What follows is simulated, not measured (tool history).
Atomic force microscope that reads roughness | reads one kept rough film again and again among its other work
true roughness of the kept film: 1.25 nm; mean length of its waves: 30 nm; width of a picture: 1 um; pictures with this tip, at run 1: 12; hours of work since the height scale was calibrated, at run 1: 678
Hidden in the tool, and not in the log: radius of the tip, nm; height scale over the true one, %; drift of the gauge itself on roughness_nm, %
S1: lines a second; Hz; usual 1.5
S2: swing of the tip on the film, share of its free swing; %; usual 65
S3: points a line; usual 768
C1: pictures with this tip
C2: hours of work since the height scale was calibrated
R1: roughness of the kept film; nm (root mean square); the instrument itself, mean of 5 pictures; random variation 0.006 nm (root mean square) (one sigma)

run,day,S1,S2,S3,C1,C2,R1
1,0,1.5,65,768,12,678,1.117
2,1.117,1.5,65,768,42,691,1.11
3,2.217,1.5,65,768,71,705,1.114
4,3.283,1.5,65,768,99,717,1.104
# day 4.225: new tip fitted
5,4.408,0.68,65,768,4,730,1.147
6,5.754,0.68,65,768,40,747,1.144
7,7.588,1.5,65,768,89,768,1.108
8,8.575,1.5,65,411,115,780,1.104
# day 8.954: new tip fitted
9,9.525,1.5,65,411,16,791,1.105
10,11.075,2.33,65,768,57,810,1.063
11,12.542,2.33,65,768,96,827,1.08
# day 13.717: new tip fitted
12,13.717,1.37,65,768,0,841,1.131
13,15.358,2.59,84,661,44,861,0.907
14,16.325,2.59,66,382,69,872,1.052
15,17.754,1.37,57,361,107,889,1.126
# day 18.404: new tip fitted
16,19.792,1.5,81,768,37,914,1.028
17,21.088,1.5,81,768,71,929,1.015
18,22.133,1.5,81,768,99,942,1.028
# day 23.2: new tip fitted
19,24.175,1.5,81,768,26,966,1.035
20,26.075,1.5,81,768,76,988,1.014
21,27.804,0.64,65,452,122,1009,1.14
# day 27.996: new tip fitted
22,28.696,2.73,77,278,19,1019,0.943
23,30.05,2.73,67,278,55,1036,1.037
24,31.146,2.73,67,278,84,1049,1.048

Forecast each of these 3 alternatives for the next run:
A,32.275,1.5,65,764,114,1062,?
B,32.275,1.84,72,278,114,1062,?
C,32.275,0.62,78,278,114,1062,?

run,R1
A,1.11
B,1.046
C,1.104
Without the tool's hidden state the same runs would have given:
run,R1
A,1.115
B,1.051
C,1.109
